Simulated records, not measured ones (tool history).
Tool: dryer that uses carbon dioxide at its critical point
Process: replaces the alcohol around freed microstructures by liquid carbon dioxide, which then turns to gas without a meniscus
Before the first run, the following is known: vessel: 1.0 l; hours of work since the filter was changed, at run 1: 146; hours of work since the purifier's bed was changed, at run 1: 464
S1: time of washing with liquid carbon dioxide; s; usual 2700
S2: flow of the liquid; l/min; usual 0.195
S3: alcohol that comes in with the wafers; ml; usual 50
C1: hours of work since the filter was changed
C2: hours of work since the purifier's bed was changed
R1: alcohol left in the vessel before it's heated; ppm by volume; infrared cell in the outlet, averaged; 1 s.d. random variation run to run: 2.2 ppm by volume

Run 1, hour 0: usual settings; C1 146; C2 464. Result: R1 58 ppm by volume.
Run 2, hour 31.2: usual settings; C1 158; C2 477. Result: R1 60 ppm by volume.
Run 3, hour 59.1: usual settings but S3 41 ml; C1 169; C2 488. Result: R1 55 ppm by volume.
Run 4, hour 81.8: usual settings; C1 178; C2 497. Result: R1 61 ppm by volume.
Run 5, hour 114.6: usual settings but S1 2580 s; C1 191; C2 509. Result: R1 80 ppm by volume.
Run 6, hour 157.5: usual settings but S1 3360 s, S2 0.187 l/min, S3 44 ml; C1 208; C2 526. Result: R1 28 ppm by volume.
Run 7, hour 181.4: usual settings but S1 1920 s, S3 24 ml; C1 217; C2 536. Result: R1 183 ppm by volume.
Run 8, hour 200.6: usual settings but S1 4140 s, S2 0.14 l/min, S3 47 ml; C1 225; C2 543. Result: R1 41 ppm by volume.
Run 9, hour 237.4: usual settings but S1 4140 s, S2 0.14 l/min, S3 47 ml; C1 239; C2 558. Result: R1 42 ppm by volume.
Run 10, hour 275.6: usual settings but S1 3420 s, S2 0.144 l/min, S3 33 ml; C1 254; C2 573. Result: R1 70 ppm by volume.

Selected run-to-run steps in R1, each split into two signed amounts: the part the tool would show with no hidden state at all (from settings, incoming material and random variation), and the remainder, which goes to the hidden state together with any gauge scatter not common to the measured and the hidden-state-free results:
Hidden conditions of the tool in this case: flow that reaches the vessel past the clogged filter, %; alcohol in the recycled carbon dioxide, ppm; drift of the gauge itself on alcohol_ppm, %.
Run 6 -> 7: S1 3360 -> 1920, S2 0.187 -> 0.195, S3 44 -> 24. R1 +155 ppm by volume: hidden state +35, all else +120.

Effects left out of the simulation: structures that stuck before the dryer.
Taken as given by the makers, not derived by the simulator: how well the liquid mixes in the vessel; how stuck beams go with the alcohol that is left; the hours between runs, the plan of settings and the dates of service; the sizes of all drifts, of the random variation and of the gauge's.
